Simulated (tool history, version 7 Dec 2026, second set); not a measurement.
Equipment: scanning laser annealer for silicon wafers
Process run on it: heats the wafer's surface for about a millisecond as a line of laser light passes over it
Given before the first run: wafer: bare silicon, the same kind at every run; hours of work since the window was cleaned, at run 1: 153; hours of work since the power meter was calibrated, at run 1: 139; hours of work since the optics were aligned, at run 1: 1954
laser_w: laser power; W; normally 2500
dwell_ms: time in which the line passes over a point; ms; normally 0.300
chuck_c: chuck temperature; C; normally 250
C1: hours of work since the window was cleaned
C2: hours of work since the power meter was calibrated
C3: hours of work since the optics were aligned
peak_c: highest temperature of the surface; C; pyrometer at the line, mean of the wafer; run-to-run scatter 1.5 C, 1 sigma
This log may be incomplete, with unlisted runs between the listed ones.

run 1 day=0.000 | laser_w=2500 dwell_ms=0.300 chuck_c=250 | C1=153 C2=139 C3=1954 | peak_c=994
run 2 day=0.812 | laser_w=2500 dwell_ms=0.300 chuck_c=250 | C1=162 C2=148 C3=1963 | peak_c=996
run 3 day=1.658 | laser_w=2500 dwell_ms=0.226 chuck_c=250 | C1=172 C2=157 C3=1972 | peak_c=897
run 4 day=2.567 | laser_w=2500 dwell_ms=0.300 chuck_c=250 | C1=182 C2=167 C3=1983 | peak_c=997
run 5 day=3.454 | laser_w=2500 dwell_ms=0.300 chuck_c=250 | C1=192 C2=177 C3=1992 | peak_c=998
-- day=3.771 optics aligned, line set to its width
run 6 day=4.296 | laser_w=2500 dwell_ms=0.300 chuck_c=250 | C1=199 C2=184 C3=6 | peak_c=1024
run 7 day=5.088 | laser_w=2500 dwell_ms=0.300 chuck_c=250 | C1=208 C2=193 C3=15 | peak_c=1025
run 8 day=5.917 | laser_w=2500 dwell_ms=0.300 chuck_c=250 | C1=217 C2=202 C3=24 | peak_c=1020
run 9 day=6.646 | laser_w=2500 dwell_ms=0.300 chuck_c=250 | C1=225 C2=210 C3=32 | peak_c=1021
run 10 day=7.471 | laser_w=2500 dwell_ms=0.300 chuck_c=250 | C1=234 C2=220 C3=41 | peak_c=1022
run 11 day=7.917 | laser_w=2500 dwell_ms=0.300 chuck_c=250 | C1=239 C2=225 C3=46 | peak_c=1020
run 12 day=8.633 | laser_w=2500 dwell_ms=0.300 chuck_c=250 | C1=247 C2=233 C3=54 | peak_c=1020
run 13 day=9.446 | laser_w=2563 dwell_ms=0.300 chuck_c=250 | C1=256 C2=242 C3=63 | peak_c=1045
run 14 day=10.133 | laser_w=2563 dwell_ms=0.266 chuck_c=221 | C1=264 C2=249 C3=71 | peak_c=968
run 15 day=10.683 | laser_w=2563 dwell_ms=0.266 chuck_c=221 | C1=270 C2=255 C3=77 | peak_c=970
run 16 day=11.588 | laser_w=2500 dwell_ms=0.373 chuck_c=250 | C1=280 C2=265 C3=87 | peak_c=1110
run 17 day=12.396 | laser_w=2500 dwell_ms=0.373 chuck_c=250 | C1=289 C2=274 C3=96 | peak_c=1111
run 18 day=12.958 | laser_w=2500 dwell_ms=0.373 chuck_c=250 | C1=295 C2=281 C3=102 | peak_c=1107
run 19 day=13.350 | laser_w=2563 dwell_ms=0.334 chuck_c=259 | C1=300 C2=285 C3=107 | peak_c=1096
run 20 day=14.221 | laser_w=2563 dwell_ms=0.271 chuck_c=238 | C1=309 C2=295 C3=116 | peak_c=994
run 21 day=14.721 | laser_w=2563 dwell_ms=0.271 chuck_c=238 | C1=315 C2=300 C3=122 | peak_c=989
run 22 day=15.308 | laser_w=2639 dwell_ms=0.238 chuck_c=278 | C1=321 C2=307 C3=129 | peak_c=1007

For run 23, what comes out?
run 23 day=15.879 | laser_w=2301 dwell_ms=0.296 chuck_c=251 | C1=328 C2=313 C3=135 | peak_c=?

peak_c: 937 C
The same run, on a tool lacking any hidden state, would have yielded peak_c 950 C.

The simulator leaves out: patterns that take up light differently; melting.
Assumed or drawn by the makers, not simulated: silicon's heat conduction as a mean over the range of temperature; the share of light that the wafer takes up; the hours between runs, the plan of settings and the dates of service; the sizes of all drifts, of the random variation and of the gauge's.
